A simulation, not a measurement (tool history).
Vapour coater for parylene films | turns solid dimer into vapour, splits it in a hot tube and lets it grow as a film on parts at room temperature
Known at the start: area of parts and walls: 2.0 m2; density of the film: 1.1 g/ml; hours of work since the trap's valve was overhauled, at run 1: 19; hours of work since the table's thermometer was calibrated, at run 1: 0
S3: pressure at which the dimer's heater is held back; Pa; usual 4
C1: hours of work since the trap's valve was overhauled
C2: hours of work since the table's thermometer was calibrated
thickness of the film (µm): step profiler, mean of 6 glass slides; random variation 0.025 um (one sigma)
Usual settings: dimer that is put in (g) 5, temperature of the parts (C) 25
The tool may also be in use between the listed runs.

{"run": 1, "day": 0.0, "dimer that is put in (g)": 5, "temperature of the parts (C)": 25, "S3": 4, "C1": 19, "C2": 0, "thickness of the film (µm)": 1.79}
{"run": 2, "day": 2.062, "dimer that is put in (g)": 5, "temperature of the parts (C)": 25, "S3": 4, "C1": 57, "C2": 38, "thickness of the film (µm)": 1.81}
{"run": 3, "day": 3.838, "dimer that is put in (g)": 5, "temperature of the parts (C)": 25, "S3": 4.77, "C1": 90, "C2": 71, "thickness of the film (µm)": 1.74}
{"run": 4, "day": 6.204, "dimer that is put in (g)": 5, "temperature of the parts (C)": 25, "S3": 4.77, "C1": 134, "C2": 114, "thickness of the film (µm)": 1.69}
{"run": 5, "day": 7.588, "dimer that is put in (g)": 5, "temperature of the parts (C)": 25, "S3": 4.77, "C1": 159, "C2": 140, "thickness of the film (µm)": 1.67}
{"run": 6, "day": 8.65, "dimer that is put in (g)": 5, "temperature of the parts (C)": 25, "S3": 4.77, "C1": 179, "C2": 160, "thickness of the film (µm)": 1.67}
{"run": 7, "day": 9.771, "dimer that is put in (g)": 5, "temperature of the parts (C)": 22, "S3": 4, "C1": 199, "C2": 180, "thickness of the film (µm)": 1.86}
{"run": 8, "day": 12.079, "dimer that is put in (g)": 4, "temperature of the parts (C)": 25, "S3": 4, "C1": 242, "C2": 223, "thickness of the film (µm)": 1.3}
{"day": 13.35, "done": "trap's valve overhauled"}
{"run": 9, "day": 13.808, "dimer that is put in (g)": 5, "temperature of the parts (C)": 25, "S3": 4, "C1": 8, "C2": 252, "thickness of the film (µm)": 1.6}
{"run": 10, "day": 14.9, "dimer that is put in (g)": 5, "temperature of the parts (C)": 25, "S3": 4, "C1": 29, "C2": 272, "thickness of the film (µm)": 1.52}
{"run": 11, "day": 15.938, "dimer that is put in (g)": 5, "temperature of the parts (C)": 25, "S3": 4, "C1": 48, "C2": 291, "thickness of the film (µm)": 1.4}
{"run": 12, "day": 17.85, "dimer that is put in (g)": 5, "temperature of the parts (C)": 25, "S3": 4.21, "C1": 83, "C2": 326, "thickness of the film (µm)": 1.46}
{"run": 13, "day": 18.912, "dimer that is put in (g)": 5, "temperature of the parts (C)": 25, "S3": 4.21, "C1": 103, "C2": 346, "thickness of the film (µm)": 1.44}
{"run": 14, "day": 21.412, "dimer that is put in (g)": 5, "temperature of the parts (C)": 25, "S3": 4.21, "C1": 149, "C2": 392, "thickness of the film (µm)": 1.37}
{"run": 15, "day": 23.25, "dimer that is put in (g)": 5, "temperature of the parts (C)": 30, "S3": 4, "C1": 183, "C2": 426, "thickness of the film (µm)": 1.1}
{"run": 16, "day": 24.696, "dimer that is put in (g)": 5, "temperature of the parts (C)": 30, "S3": 4, "C1": 209, "C2": 452, "thickness of the film (µm)": 1.15}
{"day": 25.504, "done": "trap's valve overhauled, once more"}
{"run": 17, "day": 26.988, "dimer that is put in (g)": 2, "temperature of the parts (C)": 25, "S3": 4, "C1": 27, "C2": 492, "thickness of the film (µm)": 0.75}
{"run": 18, "day": 28.346, "dimer that is put in (g)": 5, "temperature of the parts (C)": 24, "S3": 4, "C1": 52, "C2": 517, "thickness of the film (µm)": 1.88}
{"run": 19, "day": 29.521, "dimer that is put in (g)": 4, "temperature of the parts (C)": 24, "S3": 4, "C1": 74, "C2": 538, "thickness of the film (µm)": 1.49}
{"run": 20, "day": 31.512, "dimer that is put in (g)": 4, "temperature of the parts (C)": 24, "S3": 4, "C1": 111, "C2": 575, "thickness of the film (µm)": 1.49}
{"run": 21, "day": 32.825, "dimer that is put in (g)": 4, "temperature of the parts (C)": 24, "S3": 4, "C1": 135, "C2": 599, "thickness of the film (µm)": 1.41}
{"run": 22, "day": 33.908, "dimer that is put in (g)": 5, "temperature of the parts (C)": 28, "S3": 4, "C1": 155, "C2": 619, "thickness of the film (µm)": 1.58}
{"run": 23, "day": 34.929, "dimer that is put in (g)": 5, "temperature of the parts (C)": 28, "S3": 4, "C1": 174, "C2": 638, "thickness of the film (µm)": 1.56}
{"run": 24, "day": 35.938, "dimer that is put in (g)": 5, "temperature of the parts (C)": 36, "S3": 4, "C1": 192, "C2": 657, "thickness of the film (µm)": 1.2}
{"run": 25, "day": 37.371, "dimer that is put in (g)": 5, "temperature of the parts (C)": 36, "S3": 4, "C1": 219, "C2": 683, "thickness of the film (µm)": 1.13}
{"run": 26, "day": 39.146, "dimer that is put in (g)": 2, "temperature of the parts (C)": 30, "S3": 3.03, "C1": 252, "C2": 716, "thickness of the film (µm)": 0.59}
{"day": 39.992, "done": "trap's valve overhauled"}
{"run": 27, "day": 41.358, "dimer that is put in (g)": 2, "temperature of the parts (C)": 30, "S3": 3.03, "C1": 25, "C2": 753, "thickness of the film (µm)": 0.65}
{"run": 28, "day": 42.512, "dimer that is put in (g)": 2, "temperature of the parts (C)": 25, "S3": 5.57, "C1": 46, "C2": 775, "thickness of the film (µm)": 0.7}
{"run": 29, "day": 43.608, "dimer that is put in (g)": 3, "temperature of the parts (C)": 25, "S3": 8.11, "C1": 67, "C2": 795, "thickness of the film (µm)": 0.97}
{"run": 30, "day": 44.708, "dimer that is put in (g)": 8, "temperature of the parts (C)": 19, "S3": 2.14, "C1": 87, "C2": 815, "thickness of the film (µm)": 3.38}
{"run": 31, "day": 46.975, "dimer that is put in (g)": 8, "temperature of the parts (C)": 19, "S3": 2.14, "C1": 129, "C2": 857, "thickness of the film (µm)": 3.26}
{"run": 32, "day": 48.883, "dimer that is put in (g)": 2, "temperature of the parts (C)": 25, "S3": 5.48, "C1": 164, "C2": 892, "thickness of the film (µm)": 0.65}
{"run": 33, "day": 50.267, "dimer that is put in (g)": 2, "temperature of the parts (C)": 25, "S3": 5.48, "C1": 189, "C2": 918, "thickness of the film (µm)": 0.68}
{"run": 34, "day": 52.617, "dimer that is put in (g)": 3, "temperature of the parts (C)": 25, "S3": 4, "C1": 233, "C2": 961, "thickness of the film (µm)": 1.03}
{"day": 54.396, "done": "trap's valve overhauled"}
{"run": 35, "day": 54.396, "dimer that is put in (g)": 3, "temperature of the parts (C)": 25, "S3": 4, "C1": 0, "C2": 991, "thickness of the film (µm)": 1.16}
{"run": 36, "day": 56.488, "dimer that is put in (g)": 3, "temperature of the parts (C)": 21, "S3": 8.12, "C1": 39, "C2": 1029, "thickness of the film (µm)": 1.18}
{"day": 57.708, "done": "table's thermometer calibrated"}
{"run": 37, "day": 58.088, "dimer that is put in (g)": 3, "temperature of the parts (C)": 21, "S3": 8.12, "C1": 67, "C2": 7, "thickness of the film (µm)": 1.14}
{"run": 38, "day": 60.175, "dimer that is put in (g)": 9, "temperature of the parts (C)": 33, "S3": 4.83, "C1": 106, "C2": 45, "thickness of the film (µm)": 2.34}
{"run": 39, "day": 62.017, "dimer that is put in (g)": 5, "temperature of the parts (C)": 22, "S3": 6.03, "C1": 140, "C2": 79, "thickness of the film (µm)": 1.79}
{"run": 40, "day": 63.938, "dimer that is put in (g)": 2, "temperature of the parts (C)": 20, "S3": 2.65, "C1": 175, "C2": 115, "thickness of the film (µm)": 0.83}

Forecast run 41:
{"run": 41, "day": 65.692, "dimer that is put in (g)": 2, "temperature of the parts (C)": 32, "S3": 2.73, "C1": 208, "C2": 147, "thickness of the film (µm)": "?"}

thickness of the film (µm): 0.52
Without the tool's hidden state the same run would have given thickness of the film (µm) 0.59.
